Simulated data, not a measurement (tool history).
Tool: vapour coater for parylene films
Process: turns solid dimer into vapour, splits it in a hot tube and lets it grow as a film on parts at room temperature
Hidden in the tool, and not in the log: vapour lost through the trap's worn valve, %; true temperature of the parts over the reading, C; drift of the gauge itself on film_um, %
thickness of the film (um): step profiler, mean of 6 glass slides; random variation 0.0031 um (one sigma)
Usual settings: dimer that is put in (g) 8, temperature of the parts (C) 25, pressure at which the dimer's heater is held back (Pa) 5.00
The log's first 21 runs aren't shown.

| run | hour | dimer that is put in (g) | temperature of the parts (C) | pressure at which the dimer's heater is held back (Pa) | hours of work since the trap's valve was overhauled | hours of work since the table's thermometer was calibrated | thickness of the film (um) |
|---|---|---|---|---|---|---|---|
| 22 | 492.1 | 8 | 25 | 5.00 | 171 | 947 | 1.554 |
| 23 | 516.7 | 8 | 25 | 5.00 | 185 | 961 | 1.554 |
| 24 | 530.8 | 10 | 17 | 5.00 | 194 | 969 | 2.903 |
| 25 | 554.3 | 7 | 19 | 9.09 | 207 | 983 | 1.784 |
|  | 559.1 | gauge calibrated |
| 26 | 570.7 | 8 | 30 | 5.00 | 217 | 992 | 1.185 |
| 27 | 590.9 | 8 | 30 | 5.00 | 229 | 1004 | 1.186 |
| 28 | 621.4 | 10 | 19 | 3.01 | 246 | 1022 | 2.653 |
| 29 | 643.2 | 10 | 19 | 3.01 | 259 | 1035 | 2.651 |
| 30 | 672.2 | 8 | 25 | 9.31 | 276 | 1051 | 1.478 |
| 31 | 694.4 | 8 | 34 | 11.76 | 289 | 1064 | 0.930 |
| 32 | 708.6 | 5 | 34 | 10.43 | 297 | 1073 | 0.589 |
| 33 | 737.0 | 5 | 26 | 10.43 | 313 | 1089 | 0.877 |
| 34 | 764.6 | 5 | 26 | 10.43 | 330 | 1105 | 0.871 |
| 35 | 783.3 | 8 | 35 | 5.00 | 340 | 1116 | 0.930 |
| 36 | 797.0 | 8 | 35 | 5.00 | 348 | 1124 | 0.934 |
| 37 | 815.9 | 8 | 27 | 2.01 | 359 | 1135 | 1.464 |
| 38 | 839.9 | 13 | 17 | 4.58 | 373 | 1149 | 3.741 |
| 39 | 860.2 | 4 | 18 | 7.80 | 385 | 1161 | 1.069 |
| 40 | 882.4 | 5 | 25 | 3.59 | 398 | 1174 | 0.986 |
| 41 | 911.2 | 5 | 25 | 3.59 | 415 | 1190 | 0.983 |
| 42 | 932.4 | 5 | 25 | 3.59 | 427 | 1203 | 0.988 |
| 43 | 962.0 | 8 | 35 | 5.00 | 444 | 1220 | 0.945 |
| 44 | 985.9 | 8 | 35 | 4.11 | 458 | 1234 | 0.949 |
|  | 1010.7 | trap's valve overhauled |
| 45 | 1016.4 | 3 | 18 | 7.28 | 3 | 1249 | 0.808 |
| 46 | 1047.7 | 3 | 18 | 7.28 | 22 | 1267 | 0.810 |

Forecast each of these 3 alternatives for the next run:
| A | 1061.7 | 5 | 23 | 9.01 | 30 | 1276 | ? |
| B | 1061.7 | 8 | 32 | 7.77 | 30 | 1276 | ? |
| C | 1061.7 | 9 | 25 | 2.91 | 30 | 1276 | ? |

| run | thickness of the film (um) |
|---|---|
| A | 1.041 |
| B | 1.076 |
| C | 1.805 |
Without the tool's hidden state the same runs would have given:
| run | thickness of the film (um) |
|---|---|
| A | 1.020 |
| B | 1.055 |
| C | 1.769 |

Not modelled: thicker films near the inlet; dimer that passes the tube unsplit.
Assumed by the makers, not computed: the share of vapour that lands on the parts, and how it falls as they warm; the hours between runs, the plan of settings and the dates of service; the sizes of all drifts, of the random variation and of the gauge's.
